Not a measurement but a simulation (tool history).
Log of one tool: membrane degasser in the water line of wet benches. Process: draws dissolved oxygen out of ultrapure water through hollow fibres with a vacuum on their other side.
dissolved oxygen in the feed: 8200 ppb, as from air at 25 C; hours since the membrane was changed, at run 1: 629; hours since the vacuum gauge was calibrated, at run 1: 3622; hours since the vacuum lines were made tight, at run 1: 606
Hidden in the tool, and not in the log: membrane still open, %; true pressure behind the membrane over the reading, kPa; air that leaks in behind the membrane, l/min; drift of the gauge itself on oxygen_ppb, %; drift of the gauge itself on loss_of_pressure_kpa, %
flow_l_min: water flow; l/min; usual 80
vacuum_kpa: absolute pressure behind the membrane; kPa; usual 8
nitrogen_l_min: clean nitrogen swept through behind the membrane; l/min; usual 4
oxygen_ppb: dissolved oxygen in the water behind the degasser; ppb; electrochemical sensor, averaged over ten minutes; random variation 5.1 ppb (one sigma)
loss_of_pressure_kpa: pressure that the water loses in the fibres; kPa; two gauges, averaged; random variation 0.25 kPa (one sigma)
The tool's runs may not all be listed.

| run | day | flow_l_min | vacuum_kpa | nitrogen_l_min | hours since the membrane was changed | hours since the vacuum gauge was calibrated | hours since the vacuum lines were made tight | oxygen_ppb | loss_of_pressure_kpa |
|---|---|---|---|---|---|---|---|---|---|
| 1 | 0 | 80 | 8 | 4 | 629 | 3622 | 606 | 531.2 | 67.66 |
| 2 | 3.446 | 80 | 8 | 4 | 712 | 3705 | 688 | 528.2 | 68.08 |
| 3 | 9.392 | 80 | 8 | 4 | 855 | 3847 | 831 | 527.6 | 67.91 |
| 4 | 13.042 | 80 | 8 | 4 | 942 | 3935 | 919 | 538.6 | 68.39 |
|  | 15.804 | vacuum gauge calibrated |
| 5 | 16.188 | 80 | 8 | 4 | 1017 | 9 | 994 | 534.9 | 67.93 |
| 6 | 19.129 | 80 | 8 | 4 | 1088 | 80 | 1064 | 544.2 | 68.09 |
| 7 | 25.5 | 80 | 8 | 11.27 | 1241 | 233 | 1217 | 406.4 | 67.94 |
| 8 | 29.196 | 93 | 8 | 11.27 | 1330 | 321 | 1306 | 551.3 | 78.96 |
|  | 35.079 | vacuum gauge calibrated, once more |
| 9 | 35.767 | 93 | 8 | 11.27 | 1487 | 16 | 1463 | 556.7 | 79.46 |
| 10 | 41.592 | 78 | 8 | 11.27 | 1627 | 156 | 1603 | 378.5 | 66.61 |
| 11 | 44.421 | 80 | 8 | 4 | 1694 | 224 | 1671 | 521.2 | 68.67 |
| 12 | 48.192 | 80 | 8 | 4 | 1785 | 315 | 1761 | 523.7 | 68.19 |
| 13 | 51.475 | 80 | 8 | 4 | 1864 | 394 | 1840 | 529.9 | 69.06 |
| 14 | 55.292 | 80 | 8 | 4 | 1955 | 485 | 1932 | 529.5 | 68.58 |
| 15 | 60.746 | 80 | 8 | 4 | 2086 | 616 | 2062 | 533.3 | 68.85 |
| 16 | 65.021 | 80 | 8 | 4 | 2189 | 719 | 2165 | 540.2 | 69.04 |
| 17 | 67.729 | 80 | 8 | 4 | 2254 | 784 | 2230 | 526.6 | 69.02 |
| 18 | 70.575 | 110 | 7.44 | 8.36 | 2322 | 852 | 2298 | 792.1 | 94.87 |
| 19 | 75.825 | 96 | 5.67 | 7.43 | 2448 | 978 | 2424 | 571.3 | 82.6 |
| 20 | 81.704 | 58 | 8 | 1.95 | 2589 | 1119 | 2565 | 430 | 50.02 |
| 21 | 85.05 | 80 | 12.59 | 4 | 2670 | 1199 | 2646 | 737.7 | 69.64 |
| 22 | 88.158 | 52 | 14.77 | 1.76 | 2744 | 1274 | 2720 | 761.5 | 44.94 |
| 23 | 93.35 | 80 | 8 | 5.16 | 2869 | 1398 | 2845 | 500.6 | 69.45 |
| 24 | 98.029 | 78 | 9.2 | 7.59 | 2981 | 1511 | 2957 | 463.8 | 68.06 |
| 25 | 104.175 | 103 | 9.2 | 7.59 | 3129 | 1658 | 3105 | 776.9 | 89.84 |

Run 26 comes next. What will it give?
| 26 | 106.929 | 126 | 17.41 | 4 | 3195 | 1724 | 3171 | ? | ? |

{"run 26": {"oxygen_ppb": 1611.7, "loss_of_pressure_kpa": 109.13}}
Without the tool's hidden state the same run would have given oxygen_ppb 1545.1 ppb, loss_of_pressure_kpa 105.18 kPa.
